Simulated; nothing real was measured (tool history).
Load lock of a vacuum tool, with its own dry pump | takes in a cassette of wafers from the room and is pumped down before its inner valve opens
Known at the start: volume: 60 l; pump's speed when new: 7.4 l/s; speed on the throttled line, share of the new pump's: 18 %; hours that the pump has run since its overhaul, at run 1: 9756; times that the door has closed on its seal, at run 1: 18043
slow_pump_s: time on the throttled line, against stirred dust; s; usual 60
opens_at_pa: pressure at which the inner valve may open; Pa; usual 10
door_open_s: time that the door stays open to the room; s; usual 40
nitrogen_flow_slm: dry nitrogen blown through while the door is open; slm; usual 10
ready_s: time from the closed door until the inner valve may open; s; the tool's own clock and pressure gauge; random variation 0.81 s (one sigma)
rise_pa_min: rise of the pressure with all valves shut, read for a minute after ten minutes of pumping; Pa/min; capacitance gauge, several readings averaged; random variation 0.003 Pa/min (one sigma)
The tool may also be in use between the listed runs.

run      day  slow_pump_s  opens_at_pa  door_open_s  nitrogen_flow_slm  hours that the pump has run since its overhaul  times that the door has closed on its seal  incoming humidity of the room's air, %  ready_s  rise_pa_min
  1        0           60           10           40                 10                                            9756                                       18043                                    47.8    131.9        0.142
  2   14.783           60           10           40                 10                                           10110                                       19518                                    44.3    133.6        0.147
  3   25.408           60           10           40                 10                                           10365                                       20578                                    45.6    134.7        0.161
  4   34.125           60           10           40                 10                                           10575                                       21447                                    45.6    133.6        0.163
  5   46.092           59           10           40                 10                                           10862                                       22641                                    46.1    133.2        0.179
  6   64.967           60           10           40                 10                                           11315                                       24524                                    43.9    133.9        0.191
  7   84.738           60           10          206                 10                                           11789                                       26497                                    46.9    134.8        0.266
  8   94.146           60           10          206                 10                                           12015                                       27436                                    47.6    134.3        0.278
  9  103.729           60           10          206                 10                                           12245                                       28392                                    43.2    135.5        0.277
 10  120.996           60           10          206                 10                                           12660                                       30114                                    44.7    136.4        0.306
 11  135.183           60           10          206                 10                                           13000                                       31530                                    47.3    135.2        0.319
 12  153.362           60           18          206                 10                                           13436                                       33343                                    48.4    128.2        0.341
 13  162.317           60           18          206                 10                                           13651                                       34237                                    46.2      130        0.361
 14  171.033           60           18          206                 10                                           13860                                       35106                                    42.3    131.1        0.361
 15  189.704           60           10           40                 10                                           14309                                       36969                                    42.1    135.6        0.331
 16    205.7           60           10           40                 10                                           14692                                       38565                                    46.4    138.3        0.351
 17   222.05           60           10           40                 10                                           15085                                       40196                                    44.2    136.9        0.375
 18   239.65           60           10           40                 10                                           15507                                       41952                                    42.9    138.5        0.394
 19  249.904           60           10           40                 10                                           15753                                       42975                                    47.9      137         0.42
 20  259.783           60           10           40                 10                                           15990                                       43960                                    47.2    137.7        0.441
 21  268.779           60           10           40                 10                                           16206                                       44858                                    45.7    139.3         0.44
 22  287.696           60           10           40                 10                                           16660                                       46745                                    41.8    138.6        0.466
 23  299.858           38            9           73                 34                                           16952                                       47959                                      44    122.5        0.489
 24  314.988           38            9           73                 34                                           17315                                       49468                                    47.1    124.8        0.502
 25  334.767           60           13          139                 30                                           17790                                       51441                                    45.8    137.4        0.544
 26  351.204           60           12           40                 10                                           18185                                       53081                                    45.4    138.8        0.569
 27  370.554           42           12          105                 10                                           18649                                       55011                                    43.5    124.9        0.627
 28  385.383           30           12           41                  8                                           19005                                       56491                                    43.8    116.8         0.63
 29  395.333           37           12           41                 42                                           19244                                       57483                                    45.6    122.6        0.626
 30  404.854           37           12           41                  6                                           19472                                       58433                                      43    122.3        0.659
     415.388  -- door's seal changed, seat wiped
 31  423.212           37           12           41                  6                                           19911                                         781                                    48.2    123.3        0.033
 32  438.538           60           16          150                  9                                           20279                                        2309                                    46.1    135.9        0.082
 33  455.308           60           10           34                 19                                           20682                                        3983                                    44.6    144.3        0.045
 34  469.867           56           11           72                 10                                           21031                                        5435                                    43.5    138.9        0.066
 35  483.958           37           10           40                 10                                           21369                                        6841                                    44.7    126.3        0.061
 36    501.4           60           13           40                 10                                           21788                                        8581                                    45.3    142.8        0.066
 37    514.3           60           13           40                 10                                           22097                                        9868                                    47.7    141.8         0.08

Forecast each of these 3 alternatives for the next run:
     524.996  -- dry pump taken out, an overhauled one fitted
  A  529.733           41           10           40                 10                                             114                                       11383                                    45.9        ?            ?
     524.996  -- dry pump taken out, an overhauled one fitted
  B  529.733           45           15           88                 10                                             114                                       11383                                    43.4        ?            ?
     524.996  -- dry pump taken out, an overhauled one fitted
  C  529.733          102            9           40                 18                                             114                                       11383                                    44.7        ?            ?

run  ready_s  rise_pa_min
  A    110.3        0.094
  B      110        0.108
  C    161.5        0.084
Without the tool's hidden state the same runs would have given:
run  ready_s  rise_pa_min
  A    109.7        0.039
  B    109.5        0.054
  C      161        0.029

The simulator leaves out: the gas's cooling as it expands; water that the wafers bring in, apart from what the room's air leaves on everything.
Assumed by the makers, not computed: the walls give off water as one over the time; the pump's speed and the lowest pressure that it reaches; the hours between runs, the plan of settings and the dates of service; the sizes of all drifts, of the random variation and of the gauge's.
